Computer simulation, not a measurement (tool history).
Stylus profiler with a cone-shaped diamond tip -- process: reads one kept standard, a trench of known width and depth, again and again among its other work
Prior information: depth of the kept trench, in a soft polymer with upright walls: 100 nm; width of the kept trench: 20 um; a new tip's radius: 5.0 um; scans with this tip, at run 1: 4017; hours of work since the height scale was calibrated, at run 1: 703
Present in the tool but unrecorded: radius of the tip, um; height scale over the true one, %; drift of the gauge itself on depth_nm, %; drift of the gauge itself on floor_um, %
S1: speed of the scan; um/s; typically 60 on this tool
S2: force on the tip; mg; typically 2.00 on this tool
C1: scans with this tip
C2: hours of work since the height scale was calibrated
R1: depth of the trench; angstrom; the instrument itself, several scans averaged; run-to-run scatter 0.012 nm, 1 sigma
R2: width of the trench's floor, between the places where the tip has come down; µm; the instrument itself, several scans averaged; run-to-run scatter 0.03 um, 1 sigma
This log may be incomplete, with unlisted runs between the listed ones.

run 1 day=0.000 | S1=60 S2=2.00 | C1=4017 C2=703 | R1=1009.6 R2=17.44
run 2 day=0.638 | S1=60 S2=2.00 | C1=4072 C2=712 | R1=1009.3 R2=17.43
run 3 day=1.800 | S1=60 S2=2.00 | C1=4172 C2=730 | R1=1009.2 R2=17.45
run 4 day=2.954 | S1=60 S2=2.00 | C1=4270 C2=747 | R1=1009.3 R2=17.46
run 5 day=4.325 | S1=60 S2=2.00 | C1=4388 C2=767 | R1=1009.2 R2=17.42
run 6 day=5.508 | S1=60 S2=2.00 | C1=4489 C2=785 | R1=1009.1 R2=17.44
run 7 day=6.462 | S1=60 S2=2.00 | C1=4571 C2=799 | R1=1008.9 R2=17.42
run 8 day=7.858 | S1=60 S2=2.00 | C1=4691 C2=820 | R1=1009.1 R2=17.37
run 9 day=9.246 | S1=60 S2=2.00 | C1=4810 C2=841 | R1=1009.1 R2=17.38
run 10 day=9.892 | S1=18 S2=2.00 | C1=4865 C2=851 | R1=1008.9 R2=17.61
run 11 day=11.242 | S1=60 S2=2.00 | C1=4981 C2=871 | R1=1008.9 R2=17.40
run 12 day=12.367 | S1=60 S2=1.43 | C1=5077 C2=888 | R1=1006.7 R2=17.32
run 13 day=13.142 | S1=60 S2=1.43 | C1=5144 C2=900 | R1=1006.5 R2=17.35
-- day=13.496 height scale calibrated on a step standard
run 14 day=14.067 | S1=60 S2=1.43 | C1=5221 C2=9 | R1=1009.0 R2=17.36
run 15 day=15.296 | S1=60 S2=1.43 | C1=5327 C2=27 | R1=1008.9 R2=17.41
run 16 day=16.192 | S1=60 S2=1.43 | C1=5403 C2=40 | R1=1008.8 R2=17.30
run 17 day=17.571 | S1=60 S2=4.88 | C1=5522 C2=61 | R1=1020.6 R2=17.38
run 18 day=18.662 | S1=60 S2=4.05 | C1=5615 C2=77 | R1=1018.1 R2=17.45
run 19 day=19.733 | S1=60 S2=4.05 | C1=5707 C2=94 | R1=1017.9 R2=17.44
run 20 day=20.917 | S1=24 S2=2.00 | C1=5808 C2=111 | R1=1011.1 R2=17.52
run 21 day=21.767 | S1=60 S2=2.00 | C1=5881 C2=124 | R1=1011.0 R2=17.34
run 22 day=22.671 | S1=60 S2=2.00 | C1=5959 C2=138 | R1=1010.9 R2=17.35
run 23 day=23.675 | S1=60 S2=2.00 | C1=6045 C2=153 | R1=1010.7 R2=17.35
run 24 day=25.017 | S1=60 S2=2.00 | C1=6160 C2=173 | R1=1010.9 R2=17.34
run 25 day=25.754 | S1=111 S2=3.41 | C1=6223 C2=184 | R1=1015.7 R2=17.15
run 26 day=27.046 | S1=60 S2=4.37 | C1=6334 C2=203 | R1=1018.7 R2=17.37
run 27 day=28.542 | S1=60 S2=4.37 | C1=6462 C2=226 | R1=1018.7 R2=17.35
run 28 day=29.267 | S1=60 S2=4.37 | C1=6524 C2=236 | R1=1018.6 R2=17.34
run 29 day=30.038 | S1=151 S2=2.07 | C1=6590 C2=248 | R1=1011.2 R2=16.83
run 30 day=30.688 | S1=32 S2=2.07 | C1=6646 C2=258 | R1=1010.8 R2=17.40
run 31 day=32.004 | S1=32 S2=2.07 | C1=6759 C2=277 | R1=1010.9 R2=17.46
run 32 day=32.771 | S1=32 S2=0.80 | C1=6825 C2=289 | R1=1005.2 R2=17.28
run 33 day=34.088 | S1=178 S2=2.17 | C1=6937 C2=309 | R1=1011.1 R2=16.72
run 34 day=35.450 | S1=56 S2=2.20 | C1=7054 C2=329 | R1=1011.4 R2=17.27
run 35 day=36.412 | S1=120 S2=1.78 | C1=7137 C2=344 | R1=1009.2 R2=16.90
run 36 day=37.242 | S1=120 S2=1.78 | C1=7208 C2=356 | R1=1009.3 R2=16.92
run 37 day=38.271 | S1=16 S2=2.00 | C1=7296 C2=371 | R1=1010.4 R2=17.49
run 38 day=39.600 | S1=126 S2=2.23 | C1=7410 C2=391 | R1=1011.1 R2=16.97
run 39 day=40.704 | S1=60 S2=2.46 | C1=7505 C2=408 | R1=1011.8 R2=17.27
run 40 day=42.050 | S1=60 S2=2.46 | C1=7620 C2=428 | R1=1011.8 R2=17.25
run 41 day=43.229 | S1=30 S2=0.99 | C1=7721 C2=446 | R1=1005.4 R2=17.34
run 42 day=44.721 | S1=35 S2=0.99 | C1=7849 C2=468 | R1=1005.5 R2=17.24
run 43 day=45.817 | S1=70 S2=4.62 | C1=7943 C2=484 | R1=1018.4 R2=17.27
run 44 day=47.242 | S1=128 S2=1.93 | C1=8065 C2=506 | R1=1009.5 R2=16.90
run 45 day=48.025 | S1=148 S2=1.33 | C1=8132 C2=518 | R1=1007.0 R2=16.62
run 46 day=49.133 | S1=148 S2=1.33 | C1=8227 C2=534 | R1=1007.2 R2=16.56

Branching from run 46: 4 alternative next runs. What would each branch give?
run A day=50.308 | S1=16 S2=1.02 | C1=8328 C2=552 | R1=? R2=?
run B day=50.308 | S1=58 S2=3.85 | C1=8328 C2=552 | R1=? R2=?
run C day=50.308 | S1=74 S2=1.01 | C1=8328 C2=552 | R1=? R2=?
run D day=50.308 | S1=29 S2=1.37 | C1=8328 C2=552 | R1=? R2=?

run=A R1=1005.7 R2=17.37
run=B R1=1016.0 R2=17.27
run=C R1=1005.3 R2=16.98
run=D R1=1007.0 R2=17.27
With the hidden condition removed and each run's random variation left untouched, the same runs would have given:
run=A R1=1007.5 R2=17.89
run=B R1=1017.9 R2=17.79
run=C R1=1007.1 R2=17.50
run=D R1=1008.8 R2=17.79
